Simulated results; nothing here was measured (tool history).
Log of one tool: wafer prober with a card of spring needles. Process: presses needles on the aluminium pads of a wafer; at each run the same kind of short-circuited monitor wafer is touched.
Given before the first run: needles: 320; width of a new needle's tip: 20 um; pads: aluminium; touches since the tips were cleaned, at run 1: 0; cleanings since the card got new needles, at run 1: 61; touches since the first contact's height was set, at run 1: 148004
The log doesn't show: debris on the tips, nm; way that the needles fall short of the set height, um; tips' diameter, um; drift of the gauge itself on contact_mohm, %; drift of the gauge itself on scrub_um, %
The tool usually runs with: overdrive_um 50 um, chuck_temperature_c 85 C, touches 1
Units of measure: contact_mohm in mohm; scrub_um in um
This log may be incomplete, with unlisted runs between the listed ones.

run,day,overdrive_um,chuck_temperature_c,touches,touches since the tips were cleaned,cleanings since the card got new needles,touches since the first contact's height was set,contact_mohm,scrub_um
1,0.000,50,85,1,0,61,148004,243,10.35
# day 0.262: tips cleaned on abrasive film
# day 0.525: tips cleaned on abrasive film
# day 0.854: tips cleaned on abrasive film
# day 1.183: tips cleaned on abrasive film
# day 1.508: tips cleaned on abrasive film
# day 1.771: tips cleaned on abrasive film
# day 2.100: tips cleaned on abrasive film
2,2.217,50,85,1,922,68,165088,443,10.35
# day 2.417: tips cleaned on abrasive film
# day 2.746: tips cleaned on abrasive film
# day 3.071: tips cleaned on abrasive film
# day 3.400: tips cleaned on abrasive film
# day 3.725: tips cleaned on abrasive film
# day 4.054: tips cleaned on abrasive film
3,4.142,44,85,1,676,74,179906,456,8.84
# day 4.342: tips cleaned on abrasive film
# day 4.667: tips cleaned on abrasive film
# day 4.996: tips cleaned on abrasive film
# day 5.258: tips cleaned on abrasive film
4,5.325,50,85,1,514,78,189007,331,10.05
# day 5.525: tips cleaned on abrasive film
# day 5.788: tips cleaned on abrasive film
# day 6.117: tips cleaned on abrasive film
# day 6.442: tips cleaned on abrasive film
# day 6.771: tips cleaned on abrasive film
# day 7.100: tips cleaned on abrasive film
# day 7.112: height of the first contact set anew
# day 7.438: tips cleaned on abrasive film
# day 7.733: tips cleaned on abrasive film
5,7.733,50,30,1,0,86,4788,219,9.69
# day 8.058: tips cleaned on abrasive film
# day 8.388: tips cleaned on abrasive film
# day 8.717: tips cleaned on abrasive film
# day 9.042: tips cleaned on abrasive film
6,9.288,50,30,1,1903,90,16791,669,9.63
# day 9.354: tips cleaned on abrasive film
# day 9.621: tips cleaned on abrasive film
# day 9.946: tips cleaned on abrasive film
# day 10.275: tips cleaned on abrasive film
# day 10.538: tips cleaned on abrasive film
# day 10.867: tips cleaned on abrasive film
# day 11.192: tips cleaned on abrasive film
# day 11.521: tips cleaned on abrasive film
7,11.633,50,85,2,882,98,34844,361,9.57
# day 11.833: tips cleaned on abrasive film
# day 12.096: tips cleaned on abrasive film
# day 12.421: tips cleaned on abrasive film
# day 12.683: tips cleaned on abrasive film
# day 13.012: tips cleaned on abrasive film
# day 13.342: tips cleaned on abrasive film
# day 13.667: tips cleaned on abrasive film
# day 13.996: tips cleaned on abrasive film
8,14.183,50,85,1,1452,106,54477,571,9.52
# day 14.317: tips cleaned on abrasive film
# day 14.642: tips cleaned on abrasive film
# day 14.971: tips cleaned on abrasive film
# day 15.300: tips cleaned on abrasive film
# day 15.625: tips cleaned on abrasive film
# day 15.954: tips cleaned on abrasive film
9,16.158,50,85,1,1589,112,69702,601,9.41
# day 16.225: tips cleaned on abrasive film
# day 16.554: tips cleaned on abrasive film
# day 16.817: tips cleaned on abrasive film
# day 17.146: tips cleaned on abrasive film
# day 17.471: tips cleaned on abrasive film
10,17.612,50,85,1,1078,117,80883,500,9.35
# day 17.746: tips cleaned on abrasive film
# day 18.071: tips cleaned on abrasive film
# day 18.400: tips cleaned on abrasive film
# day 18.542: height of the first contact set anew, once more
# day 18.675: tips cleaned on abrasive film
# day 19.004: tips cleaned on abrasive film
11,19.062,50,85,2,468,122,4003,266,11.06
# day 19.325: tips cleaned on abrasive film
# day 19.654: tips cleaned on abrasive film
# day 19.983: tips cleaned on abrasive film
12,20.100,50,85,2,924,125,11998,317,11.00
# day 20.300: tips cleaned on abrasive film
# day 20.562: tips cleaned on abrasive film
# day 20.888: tips cleaned on abrasive film
# day 21.217: tips cleaned on abrasive film
# day 21.546: tips cleaned on abrasive film
13,21.688,54,35,1,1121,130,24230,422,11.81
# day 21.821: tips cleaned on abrasive film
# day 22.150: tips cleaned on abrasive film
# day 22.412: tips cleaned on abrasive film
# day 22.742: tips cleaned on abrasive film
14,22.858,31,85,2,934,134,33246,571,6.72
# day 23.058: tips cleaned on abrasive film
# day 23.388: tips cleaned on abrasive film
# day 23.712: tips cleaned on abrasive film
# day 24.042: tips cleaned on abrasive film
15,24.088,31,85,2,356,138,42693,428,6.58
# day 24.350: tips cleaned on abrasive film
# day 24.679: tips cleaned on abrasive film
# day 25.004: tips cleaned on abrasive film
# day 25.333: tips cleaned on abrasive film
# day 25.658: tips cleaned on abrasive film
# day 25.925: tips cleaned on abrasive film
16,25.962,47,85,1,301,144,57135,323,10.17
# day 26.225: tips cleaned on abrasive film
# day 26.488: tips cleaned on abrasive film
# day 26.817: tips cleaned on abrasive film
# day 27.142: tips cleaned on abrasive film
# day 27.471: tips cleaned on abrasive film
17,27.492,50,72,3,162,149,68913,212,10.68
# day 27.754: tips cleaned on abrasive film
# day 28.017: tips cleaned on abrasive film
# day 28.346: tips cleaned on abrasive film
# day 28.675: tips cleaned on abrasive film
# day 29.000: tips cleaned on abrasive film
18,29.167,44,117,1,1289,154,81821,641,9.34
# day 29.300: tips cleaned on abrasive film
# day 29.629: tips cleaned on abrasive film
# day 29.954: tips cleaned on abrasive film
# day 30.283: tips cleaned on abrasive film
# day 30.612: tips cleaned on abrasive film
# day 30.938: tips cleaned on abrasive film
# day 31.267: tips cleaned on abrasive film
# day 31.592: tips cleaned on abrasive film
19,31.633,60,44,2,312,162,100819,230,12.71
# day 31.896: tips cleaned on abrasive film
# day 32.158: tips cleaned on abrasive film
# day 32.488: tips cleaned on abrasive film
# day 32.817: tips cleaned on abrasive film
# day 33.142: tips cleaned on abrasive film
# day 33.471: tips cleaned on abrasive film
# day 33.796: tips cleaned on abrasive film
20,33.904,60,44,2,839,169,118325,292,12.74
# day 34.104: tips cleaned on abrasive film
# day 34.433: tips cleaned on abrasive film
# day 34.758: tips cleaned on abrasive film
# day 35.088: tips cleaned on abrasive film
# day 35.350: tips cleaned on abrasive film
21,35.608,60,44,2,2004,174,131441,388,12.64
# day 35.675: tips cleaned on abrasive film
# day 35.938: tips cleaned on abrasive film
# day 36.267: tips cleaned on abrasive film
# day 36.529: tips cleaned on abrasive film
# day 36.858: tips cleaned on abrasive film
# day 37.183: tips cleaned on abrasive film
# day 37.512: tips cleaned on abrasive film
22,37.692,34,47,2,1417,181,147504,746,6.71
# day 37.829: tips cleaned on abrasive film
# day 38.154: tips cleaned on abrasive film
# day 38.483: tips cleaned on abrasive film
# day 38.808: tips cleaned on abrasive film
# day 39.138: tips cleaned on abrasive film
23,39.238,50,66,1,768,186,159382,412,10.18

Each row is a separate what-if for the run after 23, all from the same tool condition, not one after another. Results?
# day 39.433: tips cleaned on abrasive film
# day 39.762: tips cleaned on abrasive film
# day 40.092: tips cleaned on abrasive film
# day 40.354: tips cleaned on abrasive film
# day 40.679: tips cleaned on abrasive film
A,40.846,39,35,2,1292,191,171784,?,?
# day 39.433: tips cleaned on abrasive film
# day 39.762: tips cleaned on abrasive film
# day 40.092: tips cleaned on abrasive film
# day 40.354: tips cleaned on abrasive film
# day 40.679: tips cleaned on abrasive film
B,40.846,60,34,1,1292,191,171784,?,?
# day 39.433: tips cleaned on abrasive film
# day 39.762: tips cleaned on abrasive film
# day 40.092: tips cleaned on abrasive film
# day 40.354: tips cleaned on abrasive film
# day 40.679: tips cleaned on abrasive film
C,40.846,50,61,1,1292,191,171784,?,?

run,contact_mohm,scrub_um
A,575,7.74
B,436,12.38
C,553,10.10
Without the tool's hidden state the same runs would have given:
run,contact_mohm,scrub_um
A,182,8.63
B,171,13.27
C,183,10.98

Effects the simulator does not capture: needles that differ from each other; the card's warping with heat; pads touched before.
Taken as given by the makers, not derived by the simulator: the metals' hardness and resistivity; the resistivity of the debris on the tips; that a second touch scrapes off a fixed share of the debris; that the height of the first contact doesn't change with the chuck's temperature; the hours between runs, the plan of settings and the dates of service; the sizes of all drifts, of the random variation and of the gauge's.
